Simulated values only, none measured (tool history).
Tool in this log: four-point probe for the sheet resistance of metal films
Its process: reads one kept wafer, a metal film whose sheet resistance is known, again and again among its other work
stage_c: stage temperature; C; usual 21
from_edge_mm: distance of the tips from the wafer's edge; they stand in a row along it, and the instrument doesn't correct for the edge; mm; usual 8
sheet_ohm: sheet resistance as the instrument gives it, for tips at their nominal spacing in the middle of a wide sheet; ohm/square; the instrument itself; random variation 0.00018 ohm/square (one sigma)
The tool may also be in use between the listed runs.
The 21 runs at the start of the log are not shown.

run,hour,stage_c,from_edge_mm,touches since the probe head was changed,hours of work since the stage's thermometer was calibrated,sheet_ohm
22,453.9,24,47,26684,1624,0.902937
23,472.9,33,3,27211,1634,0.912639
24,485.3,28,16,27553,1641,0.901692
25,497.9,25,8,27902,1648,0.904219
26,510.2,25,15,28240,1655,0.902778
27,529.2,29,8,28766,1665,0.902461
28,543.7,21,61,29167,1673,0.903770
29,565.1,19,9,29758,1684,0.906303
30,585.2,24,9,30316,1695,0.904181
31,613.7,20,51,31104,1711,0.904317
32,636.2,24,17,31725,1723,0.903385
33,659.0,21,17,32354,1735,0.903695
34,676.1,18,13,32828,1744,0.905611
35,692.2,20,9,33273,1753,0.905386

Forecast each of these 4 alternatives for the next run:
# hour 716.4: stage's thermometer calibrated
A,719.3,26,10,34006,2,?
# hour 716.4: stage's thermometer calibrated
B,719.3,20,14,34006,2,?
# hour 716.4: stage's thermometer calibrated
C,719.3,19,5,34006,2,?
# hour 716.4: stage's thermometer calibrated
D,719.3,34,17,34006,2,?

run,sheet_ohm
A,0.905309
B,0.906769
C,0.911197
D,0.901088
With no hidden state in the tool, these same runs would have given:
run,sheet_ohm
A,0.908445
B,0.909907
C,0.914348
D,0.904212
